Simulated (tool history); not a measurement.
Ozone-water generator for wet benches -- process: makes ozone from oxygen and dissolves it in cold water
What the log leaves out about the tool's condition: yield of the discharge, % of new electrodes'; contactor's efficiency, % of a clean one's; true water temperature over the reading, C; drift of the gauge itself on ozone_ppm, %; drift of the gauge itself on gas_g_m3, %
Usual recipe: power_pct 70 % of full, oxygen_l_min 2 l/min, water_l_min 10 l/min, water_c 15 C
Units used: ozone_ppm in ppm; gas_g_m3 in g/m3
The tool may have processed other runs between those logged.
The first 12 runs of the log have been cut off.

run,day,power_pct,oxygen_l_min,water_l_min,water_c,hours of work since the electrodes were changed,hours of work since the contactor was cleaned,hours of work since the thermometer was calibrated,ozone_ppm,gas_g_m3
13,58.442,70,2,10,15,5108,446,861,22,232.1
14,61.171,70,2,10,15,5166,503,919,22.1,231.8
15,67.275,70,2,10,21,5295,633,1048,20.3,233.2
16,73.625,70,2,10,21,5430,767,1182,20.4,232.2
17,78.746,70,2,10,21,5538,876,1291,20.2,232.5
18,82.533,70,2,10,21,5618,956,1371,20.2,230.3
19,85.508,70,2,10,21,5681,1019,1434,20.1,231.2
20,89.088,70,2,14,15,5757,1095,1510,15.8,232.3
21,92.2,70,2,14,15,5823,1160,1576,16.1,229.7
22,98.121,57,2.91,9,8,5948,1286,1701,22.7,160
23,100.971,57,1.25,15,8,6009,1346,1761,12.9,276.9
24,107.408,53,2.47,10,15,6145,1483,1898,18.2,170.5
25,111.488,70,2,12,15,6231,1569,1984,18.7,230.6
26,118.212,70,2,12,15,6374,1711,2127,18.7,231.1
# day 123.271: electrodes of the discharge changed
27,124.183,77,1.5,10,15,19,1833,2248,23.2,293.1
28,130.658,77,1.5,10,15,156,1970,2385,23.2,292.1
29,133.625,54,1.48,14,8,219,2033,2448,14.1,238.6
30,136.525,70,1.25,10,15,281,2094,2509,21.3,313.2
# day 139.704: contactor cleaned
31,139.704,70,1.21,10,9,344,0,2573,22.2,320.2
# day 143.95: water thermometer calibrated
32,145.35,70,2.57,10,9,464,119,30,23.6,197.9
33,148.912,70,2.2,15,9,539,195,105,15.9,218.3

Branching from run 33: 3 alternative next runs. What would each branch give?
A,155.638,70,1.9,9,15,682,337,248,?,?
B,155.638,53,1.74,7,9,682,337,248,?,?
C,155.638,90,2.2,7,9,682,337,248,?,?

run,ozone_ppm,gas_g_m3
A,24,238.4
B,26.8,209.4
C,37,255.3
The same runs, with their run-to-run variation unchanged, on a tool lacking any hidden condition would have given:
run,ozone_ppm,gas_g_m3
A,24,243.8
B,26.8,214.2
C,37,261.1
